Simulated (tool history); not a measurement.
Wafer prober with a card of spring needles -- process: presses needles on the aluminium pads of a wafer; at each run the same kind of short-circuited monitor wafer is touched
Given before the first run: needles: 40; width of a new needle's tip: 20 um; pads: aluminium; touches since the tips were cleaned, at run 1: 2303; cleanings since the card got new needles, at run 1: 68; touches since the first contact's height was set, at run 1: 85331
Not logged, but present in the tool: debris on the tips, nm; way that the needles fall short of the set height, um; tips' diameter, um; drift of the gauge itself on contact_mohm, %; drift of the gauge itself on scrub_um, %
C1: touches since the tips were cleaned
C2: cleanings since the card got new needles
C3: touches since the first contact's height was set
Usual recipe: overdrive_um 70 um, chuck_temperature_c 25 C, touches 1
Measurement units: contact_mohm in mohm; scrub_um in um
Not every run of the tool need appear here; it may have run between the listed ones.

run 1 hour=0 | overdrive_um=70 chuck_temperature_c=25 touches=1 | C1=2303 C2=68 C3=85331 | contact_mohm=122 scrub_um=11.097
-- hour=11.9 tips cleaned on abrasive film
-- hour=12.2 height of the first contact set anew
run 2 hour=24.2 | overdrive_um=70 chuck_temperature_c=25 touches=1 | C1=5235 C2=69 C3=5235 | contact_mohm=131 scrub_um=11.156
-- hour=30.6 tips cleaned on abrasive film
-- hour=50.5 tips cleaned on abrasive film
run 3 hour=63 | overdrive_um=70 chuck_temperature_c=25 touches=1 | C1=5524 C2=71 C3=22223 | contact_mohm=132 scrub_um=11.144
-- hour=67.1 tips cleaned on abrasive film
-- hour=86.7 tips cleaned on abrasive film
run 4 hour=99.1 | overdrive_um=70 chuck_temperature_c=67 touches=1 | C1=5473 C2=73 C3=37982 | contact_mohm=138 scrub_um=11.125
-- hour=103.3 tips cleaned on abrasive film
-- hour=124 tips cleaned on abrasive film
run 5 hour=130.3 | overdrive_um=70 chuck_temperature_c=67 touches=1 | C1=2761 C2=75 C3=51566 | contact_mohm=133 scrub_um=11.11
-- hour=141.1 tips cleaned on abrasive film
-- hour=158 tips cleaned on abrasive film
-- hour=175.8 tips cleaned on abrasive film
run 6 hour=182 | overdrive_um=70 chuck_temperature_c=67 touches=1 | C1=2713 C2=78 C3=74150 | contact_mohm=134 scrub_um=11.085
-- hour=192.4 tips cleaned on abrasive film
-- hour=209.2 tips cleaned on abrasive film
-- hour=219.7 height of the first contact set anew
run 7 hour=224.7 | overdrive_um=70 chuck_temperature_c=67 touches=1 | C1=6689 C2=80 C3=2187 | contact_mohm=139 scrub_um=11.154
-- hour=227.4 tips cleaned on abrasive film
-- hour=244 tips cleaned on abrasive film
run 8 hour=255.3 | overdrive_um=70 chuck_temperature_c=25 touches=2 | C1=4971 C2=82 C3=15532 | contact_mohm=122 scrub_um=11.145
-- hour=261.7 tips cleaned on abrasive film
-- hour=279.2 tips cleaned on abrasive film
-- hour=296.5 tips cleaned on abrasive film
run 9 hour=300.6 | overdrive_um=70 chuck_temperature_c=96 touches=1 | C1=1826 C2=85 C3=35303 | contact_mohm=133 scrub_um=11.121
-- hour=316.9 tips cleaned on abrasive film
-- hour=336.6 tips cleaned on abrasive film
run 10 hour=351.5 | overdrive_um=82 chuck_temperature_c=25 touches=1 | C1=6560 C2=87 C3=57554 | contact_mohm=127 scrub_um=13.019
-- hour=354 tips cleaned on abrasive film
-- hour=372.3 tips cleaned on abrasive film
-- hour=389.3 tips cleaned on abrasive film
run 11 hour=395.5 | overdrive_um=82 chuck_temperature_c=54 touches=1 | C1=2733 C2=90 C3=76759 | contact_mohm=125 scrub_um=12.993
-- hour=406.8 tips cleaned on abrasive film
run 12 hour=421.1 | overdrive_um=54 chuck_temperature_c=25 touches=3 | C1=6310 C2=91 C3=87960 | contact_mohm=130 scrub_um=8.537
-- hour=424.6 tips cleaned on abrasive film
-- hour=424.9 height of the first contact set anew
-- hour=443 tips cleaned on abrasive film
-- hour=462.6 tips cleaned on abrasive film
run 13 hour=464.5 | overdrive_um=88 chuck_temperature_c=25 touches=1 | C1=870 C2=94 C3=17299 | contact_mohm=109 scrub_um=14.014
-- hour=479.5 tips cleaned on abrasive film
run 14 hour=491.7 | overdrive_um=58 chuck_temperature_c=106 touches=1 | C1=5342 C2=95 C3=29185 | contact_mohm=152 scrub_um=9.228
-- hour=498.7 tips cleaned on abrasive film
-- hour=516.5 tips cleaned on abrasive film
-- hour=535.6 tips cleaned on abrasive film
run 15 hour=536.2 | overdrive_um=58 chuck_temperature_c=106 touches=1 | C1=260 C2=98 C3=48588 | contact_mohm=129 scrub_um=9.206
-- hour=554.7 tips cleaned on abrasive film
run 16 hour=564.9 | overdrive_um=69 chuck_temperature_c=25 touches=3 | C1=4488 C2=99 C3=61146 | contact_mohm=118 scrub_um=10.943
-- hour=571.8 tips cleaned on abrasive film
-- hour=592.2 tips cleaned on abrasive film
run 17 hour=607.9 | overdrive_um=53 chuck_temperature_c=33 touches=2 | C1=6887 C2=101 C3=79944 | contact_mohm=142 scrub_um=8.393
-- hour=611.5 tips cleaned on abrasive film
-- hour=630.7 tips cleaned on abrasive film
-- hour=631 height of the first contact set anew
run 18 hour=636.7 | overdrive_um=53 chuck_temperature_c=33 touches=2 | C1=2512 C2=103 C3=2512 | contact_mohm=132 scrub_um=8.445

What if the next run were any one of these 4? Each begins from the tool's condition after run 18:
-- hour=650.4 tips cleaned on abrasive film
run A hour=660.7 | overdrive_um=56 chuck_temperature_c=51 touches=2 | C1=4525 C2=104 C3=13002 | contact_mohm=? scrub_um=?
-- hour=650.4 tips cleaned on abrasive film
run B hour=660.7 | overdrive_um=54 chuck_temperature_c=33 touches=2 | C1=4525 C2=104 C3=13002 | contact_mohm=? scrub_um=?
-- hour=650.4 tips cleaned on abrasive film
run C hour=660.7 | overdrive_um=54 chuck_temperature_c=108 touches=2 | C1=4525 C2=104 C3=13002 | contact_mohm=? scrub_um=?
-- hour=650.4 tips cleaned on abrasive film
run D hour=660.7 | overdrive_um=53 chuck_temperature_c=79 touches=1 | C1=4525 C2=104 C3=13002 | contact_mohm=? scrub_um=?

run=A contact_mohm=139 scrub_um=8.913
run=B contact_mohm=138 scrub_um=8.599
run=C contact_mohm=147 scrub_um=8.6
run=D contact_mohm=157 scrub_um=8.446
What these runs would have given with no unlogged condition in the tool:
run=A contact_mohm=117 scrub_um=8.921
run=B contact_mohm=114 scrub_um=8.607
run=C contact_mohm=125 scrub_um=8.608
run=D contact_mohm=120 scrub_um=8.454
